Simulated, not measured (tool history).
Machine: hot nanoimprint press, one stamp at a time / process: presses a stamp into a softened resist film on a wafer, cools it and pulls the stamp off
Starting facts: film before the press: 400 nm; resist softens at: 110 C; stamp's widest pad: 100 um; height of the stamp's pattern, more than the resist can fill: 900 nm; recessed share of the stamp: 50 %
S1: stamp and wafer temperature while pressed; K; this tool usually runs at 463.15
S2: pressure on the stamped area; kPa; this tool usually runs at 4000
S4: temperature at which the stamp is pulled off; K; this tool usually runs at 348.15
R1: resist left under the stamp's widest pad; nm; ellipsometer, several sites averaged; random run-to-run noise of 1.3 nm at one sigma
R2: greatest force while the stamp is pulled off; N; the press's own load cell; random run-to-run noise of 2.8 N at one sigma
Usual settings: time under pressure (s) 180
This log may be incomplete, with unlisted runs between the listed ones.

Run 1, hour 0: usual settings. Result: R1 205.1 nm, R2 137 N.
Run 2, hour 8.5: usual settings. Result: R1 204.6 nm, R2 144 N.
Run 3, hour 18.3: usual settings. Result: R1 205 nm, R2 144 N.
Run 4, hour 30.5: usual settings. Result: R1 205.8 nm, R2 144 N.
Run 5, hour 40.8: usual settings. Result: R1 202.8 nm, R2 142 N.
Run 6, hour 50.8: usual settings. Result: R1 205.4 nm, R2 140 N.
Run 7, hour 65: usual settings. Result: R1 206 nm, R2 147 N.
Run 8, hour 81.8: usual settings but S2 2410 kPa. Result: R1 245.1 nm, R2 151 N.
Run 9, hour 92.2: usual settings but S2 2410 kPa. Result: R1 243.2 nm, R2 156 N.
Run 10, hour 108.7: usual settings but S2 2410 kPa. Result: R1 247.9 nm, R2 151 N.
Run 11, hour 121.9: usual settings but S2 2410 kPa. Result: R1 247.6 nm, R2 151 N.
Run 12, hour 130.2: usual settings but S2 2410 kPa. Result: R1 245.3 nm, R2 150 N.
Run 13, hour 142: usual settings but S2 2410 kPa. Result: R1 247.3 nm, R2 152 N.
Run 14, hour 159.1: usual settings but S2 2410 kPa. Result: R1 245.3 nm, R2 157 N.
Run 15, hour 172.3: usual settings but S1 460.15 K, S2 2410 kPa. Result: R1 271.5 nm, R2 157 N.
Run 16, hour 188.6: usual settings but S1 458.15 K, S2 2990 kPa, time under pressure (s) 358, S4 352.15 K. Result: R1 217.9 nm, R2 152 N.
Run 17, hour 199.1: usual settings but S1 458.15 K, S2 2990 kPa, time under pressure (s) 358, S4 352.15 K. Result: R1 218.5 nm, R2 151 N.
Run 18, hour 216: usual settings but S1 468.15 K, S2 2970 kPa, time under pressure (s) 173, S4 333.15 K. Result: R1 197.2 nm, R2 191 N.
Run 19, hour 230.1: usual settings but S1 452.15 K, time under pressure (s) 231, S4 342.15 K. Result: R1 276.7 nm, R2 179 N.
Run 20, hour 241: usual settings but S1 467.15 K, S4 349.15 K. Result: R1 180.6 nm, R2 170 N.
Run 21, hour 253.4: usual settings but S1 467.15 K, S4 349.15 K. Result: R1 178.9 nm, R2 164 N.
Run 22, hour 269.7: usual settings but S1 467.15 K, S4 349.15 K. Result: R1 179.2 nm, R2 175 N.
Run 23, hour 285.5: usual settings but S1 466.15 K, time under pressure (s) 141. Result: R1 204.9 nm, R2 172 N.
Run 24, hour 299.8: usual settings but S1 466.15 K, time under pressure (s) 234. Result: R1 169.1 nm, R2 174 N.
Run 25, hour 312.6: usual settings but time under pressure (s) 193. Result: R1 203.5 nm, R2 186 N.
Run 26, hour 320.5: usual settings but S2 5090 kPa. Result: R1 189.5 nm, R2 180 N.
Run 27, hour 335: usual settings but S1 457.15 K, time under pressure (s) 204, S4 334.15 K. Result: R1 247 nm, R2 202 N.
Run 28, hour 342.9: usual settings but S1 475.15 K, S2 5500 kPa, time under pressure (s) 298, S4 341.15 K. Result: R1 93.6 nm, R2 194 N.
At hour 347.2: plate thermocouple calibrated.
Run 29, hour 356.1: usual settings but S1 465.15 K, S2 4870 kPa, time under pressure (s) 351. Result: R1 130.6 nm, R2 177 N.

Here are 4 independent what-if runs from the current tool condition. What would each one return?
Run A, hour 366.5: usual settings but S1 464.15 K. Result: R1 ?, R2 ?.
Run B, hour 366.5: usual settings but S1 454.15 K, S2 4870 kPa, time under pressure (s) 274, S4 350.15 K. Result: R1 ?, R2 ?.
Run C, hour 366.5: usual settings but S1 461.15 K, S2 4870 kPa, time under pressure (s) 145. Result: R1 ?, R2 ?.
Run D, hour 366.5: usual settings but S1 465.15 K, S2 4870 kPa, time under pressure (s) 351, S4 336.15 K. Result: R1 ?, R2 ?.

run     R1   R2
  A  194.7  177
  B  224.5  178
  C  217.6  173
  D  130.6  203
With the hidden condition removed and each run's random variation left untouched, the same runs would have given:
run     R1   R2
  A    193  128
  B  222.5  130
  C  215.7  126
  D  129.2  148
